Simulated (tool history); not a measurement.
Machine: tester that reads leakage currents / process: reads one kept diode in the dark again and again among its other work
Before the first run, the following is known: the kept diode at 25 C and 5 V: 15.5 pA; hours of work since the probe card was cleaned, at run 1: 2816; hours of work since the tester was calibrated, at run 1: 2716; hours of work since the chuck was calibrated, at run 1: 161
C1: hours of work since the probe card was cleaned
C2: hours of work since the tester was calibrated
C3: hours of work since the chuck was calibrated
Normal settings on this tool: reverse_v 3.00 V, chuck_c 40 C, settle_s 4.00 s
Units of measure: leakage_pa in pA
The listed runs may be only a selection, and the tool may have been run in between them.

run 1 hour=0.0 | reverse_v=3.00 chuck_c=40 settle_s=4.00 | C1=2816 C2=2716 C3=161 | leakage_pa=40.04
run 2 hour=74.8 | reverse_v=3.00 chuck_c=40 settle_s=4.00 | C1=2869 C2=2769 C3=214 | leakage_pa=40.07
run 3 hour=142.2 | reverse_v=3.00 chuck_c=40 settle_s=4.00 | C1=2917 C2=2816 C3=261 | leakage_pa=40.00
run 4 hour=197.5 | reverse_v=3.00 chuck_c=40 settle_s=4.00 | C1=2956 C2=2855 C3=300 | leakage_pa=40.11
run 5 hour=300.7 | reverse_v=3.00 chuck_c=40 settle_s=4.00 | C1=3029 C2=2928 C3=373 | leakage_pa=40.00
run 6 hour=372.1 | reverse_v=3.00 chuck_c=40 settle_s=4.00 | C1=3079 C2=2979 C3=424 | leakage_pa=40.18
run 7 hour=437.0 | reverse_v=3.00 chuck_c=40 settle_s=4.00 | C1=3125 C2=3025 C3=470 | leakage_pa=40.10
run 8 hour=532.5 | reverse_v=10.18 chuck_c=40 settle_s=0.67 | C1=3192 C2=3092 C3=537 | leakage_pa=82.51
run 9 hour=600.2 | reverse_v=10.18 chuck_c=40 settle_s=0.67 | C1=3240 C2=3140 C3=585 | leakage_pa=82.57
run 10 hour=696.7 | reverse_v=10.18 chuck_c=40 settle_s=0.67 | C1=3308 C2=3208 C3=653 | leakage_pa=83.30
-- hour=753.8 probe card cleaned and baked
run 11 hour=797.3 | reverse_v=10.00 chuck_c=25 settle_s=4.00 | C1=31 C2=3277 C3=722 | leakage_pa=23.56
run 12 hour=873.0 | reverse_v=10.00 chuck_c=57 settle_s=0.77 | C1=84 C2=3331 C3=776 | leakage_pa=284.20
run 13 hour=965.7 | reverse_v=8.26 chuck_c=25 settle_s=4.00 | C1=150 C2=3396 C3=841 | leakage_pa=21.08

What if the next run were any one of these 5? Each begins from the tool's condition after run 13:
run A hour=1022.2 | reverse_v=8.26 chuck_c=25 settle_s=1.28 | C1=190 C2=3436 C3=881 | leakage_pa=?
run B hour=1022.2 | reverse_v=15.01 chuck_c=45 settle_s=5.34 | C1=190 C2=3436 C3=881 | leakage_pa=?
run C hour=1022.2 | reverse_v=5.96 chuck_c=23 settle_s=0.56 | C1=190 C2=3436 C3=881 | leakage_pa=?
run D hour=1022.2 | reverse_v=3.00 chuck_c=40 settle_s=7.21 | C1=190 C2=3436 C3=881 | leakage_pa=?
run E hour=1022.2 | reverse_v=6.12 chuck_c=25 settle_s=1.72 | C1=190 C2=3436 C3=881 | leakage_pa=?

run=A leakage_pa=21.84
run=B leakage_pa=148.69
run=C leakage_pa=16.07
run=D leakage_pa=39.94
run=E leakage_pa=18.04
Without the tool's unlogged condition, the same runs would have read:
run=A leakage_pa=21.85
run=B leakage_pa=148.78
run=C leakage_pa=16.08
run=D leakage_pa=39.96
run=E leakage_pa=18.05
